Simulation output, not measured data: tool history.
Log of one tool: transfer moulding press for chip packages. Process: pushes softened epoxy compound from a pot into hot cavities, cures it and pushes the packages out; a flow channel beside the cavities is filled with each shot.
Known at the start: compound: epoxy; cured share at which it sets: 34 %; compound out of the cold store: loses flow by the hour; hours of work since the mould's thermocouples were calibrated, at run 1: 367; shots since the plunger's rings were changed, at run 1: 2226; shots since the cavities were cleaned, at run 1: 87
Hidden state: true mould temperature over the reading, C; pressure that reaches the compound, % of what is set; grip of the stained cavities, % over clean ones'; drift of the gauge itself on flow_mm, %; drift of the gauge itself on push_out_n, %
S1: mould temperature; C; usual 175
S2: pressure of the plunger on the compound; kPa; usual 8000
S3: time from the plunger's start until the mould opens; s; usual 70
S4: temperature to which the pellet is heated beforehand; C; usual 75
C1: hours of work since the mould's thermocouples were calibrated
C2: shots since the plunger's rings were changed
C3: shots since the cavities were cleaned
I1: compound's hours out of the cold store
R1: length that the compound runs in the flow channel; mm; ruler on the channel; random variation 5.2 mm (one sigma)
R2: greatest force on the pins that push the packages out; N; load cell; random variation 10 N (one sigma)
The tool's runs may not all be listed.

run 1 hour=0 | S1=175 S2=8000 S3=70 S4=75 | C1=367 C2=2226 C3=87 | I1=35.5 | R1=684 R2=451
run 2 hour=8.4 | S1=175 S2=8000 S3=70 S4=85 | C1=373 C2=2363 C3=224 | I1=42.8 | R1=662 R2=509
run 3 hour=21.3 | S1=175 S2=8000 S3=70 S4=75 | C1=382 C2=2573 C3=434 | I1=13.7 | R1=753 R2=622
run 4 hour=29.1 | S1=175 S2=8000 S3=70 S4=75 | C1=387 C2=2699 C3=560 | I1=17.1 | R1=746 R2=678
run 5 hour=42.3 | S1=175 S2=8000 S3=70 S4=75 | C1=396 C2=2914 C3=775 | I1=11.9 | R1=758 R2=731
run 6 hour=56.1 | S1=175 S2=8000 S3=62 S4=75 | C1=405 C2=3138 C3=999 | I1=36.1 | R1=672 R2=990
-- hour=63.3 cavities cleaned with cleaning compound and waxed
run 7 hour=66.6 | S1=175 S2=8000 S3=62 S4=75 | C1=411 C2=3285 C3=53 | I1=14 | R1=740 R2=696
-- hour=78.9 plunger's sealing rings changed
run 8 hour=82.8 | S1=173 S2=8000 S3=70 S4=75 | C1=421 C2=62 C3=275 | I1=24.3 | R1=745 R2=626
run 9 hour=91.1 | S1=175 S2=8000 S3=70 S4=75 | C1=426 C2=197 C3=410 | I1=22.5 | R1=751 R2=620
run 10 hour=100.4 | S1=175 S2=8000 S3=70 S4=75 | C1=433 C2=349 C3=562 | I1=9.2 | R1=793 R2=666
run 11 hour=108.2 | S1=175 S2=8000 S3=64 S4=75 | C1=438 C2=476 C3=689 | I1=17.1 | R1=754 R2=829
run 12 hour=120.3 | S1=175 S2=8000 S3=64 S4=75 | C1=446 C2=673 C3=886 | I1=43 | R1=673 R2=820
run 13 hour=130.4 | S1=175 S2=8000 S3=64 S4=75 | C1=453 C2=836 C3=1049 | I1=31.7 | R1=708 R2=895
-- hour=135.3 cavities cleaned with cleaning compound and waxed
run 14 hour=144 | S1=174 S2=7780 S3=88 S4=75 | C1=461 C2=1033 C3=140 | I1=33.3 | R1=698 R2=358
run 15 hour=156.3 | S1=174 S2=7780 S3=88 S4=75 | C1=469 C2=1233 C3=340 | I1=18.8 | R1=741 R2=437
run 16 hour=167.3 | S1=175 S2=6970 S3=69 S4=75 | C1=477 C2=1412 C3=519 | I1=39.8 | R1=638 R2=610
run 17 hour=184.1 | S1=168 S2=6970 S3=59 S4=70 | C1=488 C2=1686 C3=793 | I1=13.5 | R1=726 R2=1757
run 18 hour=198.6 | S1=168 S2=6970 S3=59 S4=70 | C1=498 C2=1921 C3=1028 | I1=21.4 | R1=699 R2=1704
-- hour=204.8 cavities cleaned with cleaning compound and waxed
run 19 hour=208 | S1=175 S2=8720 S3=99 S4=66 | C1=503 C2=2050 C3=52 | I1=38.7 | R1=711 R2=309
run 20 hour=215.5 | S1=175 S2=9770 S3=70 S4=80 | C1=508 C2=2172 C3=174 | I1=33.6 | R1=757 R2=505
run 21 hour=222.7 | S1=171 S2=8000 S3=63 S4=80 | C1=513 C2=2289 C3=291 | I1=20.7 | R1=750 R2=958

Forecast run 22:
run 22 hour=237.6 | S1=174 S2=6190 S3=60 S4=79 | C1=523 C2=2531 C3=533 | I1=21.3 | R1=? R2=?

R1: 647 mm
R2: 1046 N
Without the tool's hidden state the same run would have given R1 671 mm, R2 773 N.
